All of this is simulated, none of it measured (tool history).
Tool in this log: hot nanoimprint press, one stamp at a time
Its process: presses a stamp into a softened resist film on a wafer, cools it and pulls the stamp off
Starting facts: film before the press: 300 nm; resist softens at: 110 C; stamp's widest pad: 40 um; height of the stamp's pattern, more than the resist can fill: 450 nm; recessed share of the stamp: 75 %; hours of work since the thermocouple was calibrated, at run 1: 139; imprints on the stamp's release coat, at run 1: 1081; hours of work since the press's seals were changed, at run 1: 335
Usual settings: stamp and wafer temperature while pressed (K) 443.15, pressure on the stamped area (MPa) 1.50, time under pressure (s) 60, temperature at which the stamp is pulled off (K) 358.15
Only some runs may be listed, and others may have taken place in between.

run,day,stamp and wafer temperature while pressed (K),pressure on the stamped area (MPa),time under pressure (s),temperature at which the stamp is pulled off (K),hours of work since the thermocouple was calibrated,imprints on the stamp's release coat,hours of work since the press's seals were changed,resist left under the stamp's widest pad (Å),greatest force while the stamp is pulled off (N)
1,0.000,443.15,1.50,60,358.15,139,1081,335,1572,297
2,0.217,443.15,1.50,60,358.15,143,1103,338,1575,308
3,0.425,443.15,1.50,60,358.15,147,1125,342,1579,311
4,0.779,443.15,1.50,60,358.15,153,1161,349,1586,294
5,0.988,432.15,1.50,60,358.15,157,1183,353,2178,310
6,1.342,436.15,1.50,60,358.15,164,1219,359,1970,301
# day 1.838: stamp cleaned and given a new release coat
7,2.050,436.15,1.50,60,358.15,172,22,367,1969,220
8,2.342,436.15,1.50,60,358.15,177,53,373,1964,225
9,2.529,443.15,1.50,60,358.15,181,72,376,1577,227
10,2.925,443.15,1.50,60,357.15,188,112,384,1556,246
11,3.354,443.15,2.14,60,358.15,196,156,391,1354,239
12,3.550,443.15,2.14,60,358.15,200,177,395,1352,235
13,3.938,443.15,2.14,60,358.15,207,216,402,1339,239
# day 4.088: plate thermocouple calibrated
14,4.442,443.15,1.24,60,358.15,6,256,409,1723,244
15,4.771,441.15,1.50,60,358.15,12,289,415,1711,243
16,5.229,443.15,1.50,57,347.15,21,337,424,1618,306
17,5.683,443.15,1.50,90,353.15,29,383,432,1396,276
18,5.888,443.15,1.50,90,353.15,33,404,436,1390,287
19,6.221,443.15,1.50,90,353.15,39,439,442,1395,281
20,6.596,443.15,1.30,90,364.15,46,477,449,1487,212
# day 7.004: plate thermocouple calibrated, once more
21,7.121,431.15,0.98,51,364.15,2,518,456,2552,211
22,7.562,431.15,0.98,51,364.15,10,564,464,2538,215
23,7.946,431.15,0.98,51,364.15,17,603,471,2581,219
24,8.288,431.15,1.68,51,364.15,23,638,477,2278,216
25,8.521,431.15,2.28,66,353.15,28,662,482,1927,298
26,8.796,431.15,2.28,66,355.15,33,691,487,1934,291
27,9.154,431.15,2.28,66,355.15,39,727,493,1924,278
28,9.433,439.15,1.17,66,355.15,45,756,498,1928,280
29,9.733,439.15,1.17,66,355.15,50,787,504,1925,293

Estimate the outcome of run 30 from the log above:
30,10.171,443.15,1.50,60,347.15,58,832,512,?,?

resist left under the stamp's widest pad (Å): 1560
greatest force while the stamp is pulled off (N): 362
On a tool with no hidden condition, and with the same random variation, this run would have come out at resist left under the stamp's widest pad (Å) 1526, greatest force while the stamp is pulled off (N) 284.

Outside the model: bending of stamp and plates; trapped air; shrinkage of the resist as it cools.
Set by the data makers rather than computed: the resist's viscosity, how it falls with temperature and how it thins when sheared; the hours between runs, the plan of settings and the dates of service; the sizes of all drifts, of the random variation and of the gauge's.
